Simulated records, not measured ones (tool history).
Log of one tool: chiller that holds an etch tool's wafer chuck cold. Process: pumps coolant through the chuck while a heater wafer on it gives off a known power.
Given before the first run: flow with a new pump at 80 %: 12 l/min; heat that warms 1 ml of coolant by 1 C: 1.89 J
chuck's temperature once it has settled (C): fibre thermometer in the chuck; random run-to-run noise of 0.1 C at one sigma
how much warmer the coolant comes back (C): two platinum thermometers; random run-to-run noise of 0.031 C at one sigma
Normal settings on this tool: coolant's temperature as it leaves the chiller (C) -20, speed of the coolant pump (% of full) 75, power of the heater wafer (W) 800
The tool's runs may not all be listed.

| run | hour | coolant's temperature as it leaves the chiller (C) | speed of the coolant pump (% of full) | power of the heater wafer (W) | chuck's temperature once it has settled (C) | how much warmer the coolant comes back (C) |
|---|---|---|---|---|---|---|
| 1 | 0 | -20 | 75 | 800 | -10.4 | 2.22 |
| 2 | 101.2 | -20 | 75 | 800 | -10.5 | 2.23 |
| 3 | 208.6 | -20 | 75 | 800 | -10.5 | 2.29 |
| 4 | 307.9 | -20 | 75 | 1189 | -6 | 3.37 |
| 5 | 390 | -14 | 75 | 1189 | -0.1 | 3.31 |
| 6 | 443.1 | -14 | 75 | 1189 | 0 | 3.4 |
| 7 | 538.2 | -20 | 75 | 800 | -10.7 | 2.29 |
| 8 | 643.2 | -20 | 75 | 800 | -10.4 | 2.26 |
| 9 | 733.9 | -20 | 94 | 800 | -11.7 | 1.78 |
| 10 | 830.2 | -20 | 94 | 800 | -11.6 | 1.8 |
| 11 | 938 | -20 | 92 | 800 | -11.5 | 1.76 |
| 12 | 993.9 | -20 | 75 | 800 | -10.3 | 2.24 |
| 13 | 1115.9 | -20 | 75 | 800 | -10.6 | 2.27 |
| 14 | 1235.6 | -20 | 75 | 800 | -10.6 | 2.29 |
| 15 | 1306.7 | -20 | 86 | 800 | -11.3 | 1.9 |
| 16 | 1361.7 | -20 | 86 | 800 | -11.2 | 1.97 |
| 17 | 1457.3 | -17 | 68 | 800 | -7.1 | 2.57 |
| 18 | 1520.1 | -21 | 75 | 1034 | -8.9 | 3 |
| 19 | 1575.7 | -29 | 77 | 1012 | -17.4 | 2.8 |
| 20 | 1667.9 | -29 | 77 | 1012 | -17.3 | 2.76 |
| 21 | 1786.8 | -29 | 91 | 736 | -21.4 | 1.68 |
| 22 | 1848.2 | -29 | 91 | 736 | -21.4 | 1.65 |
| 23 | 1905.5 | -16 | 75 | 501 | -10.1 | 1.36 |
| 24 | 1956.8 | -28 | 67 | 800 | -17.9 | 2.6 |
| 25 | 2054.4 | -28 | 67 | 800 | -17.9 | 2.57 |
|  | 2074.6 | chiller's thermometer calibrated |
| 26 | 2109.2 | -17 | 85 | 800 | -8.1 | 2.05 |
|  | 2122.1 | coolant changed, channels flushed |
| 27 | 2206.6 | -17 | 75 | 1017 | -5.1 | 2.88 |
| 28 | 2298.3 | -26 | 72 | 800 | -16.2 | 2.4 |
| 29 | 2362 | -26 | 72 | 800 | -16.4 | 2.38 |
| 30 | 2413.1 | -20 | 87 | 776 | -11.5 | 1.89 |
| 31 | 2531.7 | -20 | 87 | 776 | -11.7 | 1.86 |

Each row is a separate what-if for the run after 31, all from the same tool condition, not one after another. Results?
| A | 2586.4 | -19 | 75 | 800 | ? | ? |
| B | 2586.4 | -20 | 88 | 800 | ? | ? |
| C | 2586.4 | -19 | 63 | 613 | ? | ? |
| D | 2586.4 | -14 | 62 | 835 | ? | ? |
| E | 2586.4 | -14 | 95 | 952 | ? | ? |

| run | chuck's temperature once it has settled (C) | how much warmer the coolant comes back (C) |
|---|---|---|
| A | -9.4 | 2.31 |
| B | -11.4 | 1.96 |
| C | -10.8 | 2.15 |
| D | -3 | 2.96 |
| E | -4 | 2.12 |
Take away the tool's hidden state, keep each run's random variation, and the runs would have read:
| run | chuck's temperature once it has settled (C) | how much warmer the coolant comes back (C) |
|---|---|---|
| A | -9.4 | 2.31 |
| B | -11.4 | 1.96 |
| C | -10.8 | 2.15 |
| D | -3 | 2.95 |
| E | -4 | 2.11 |

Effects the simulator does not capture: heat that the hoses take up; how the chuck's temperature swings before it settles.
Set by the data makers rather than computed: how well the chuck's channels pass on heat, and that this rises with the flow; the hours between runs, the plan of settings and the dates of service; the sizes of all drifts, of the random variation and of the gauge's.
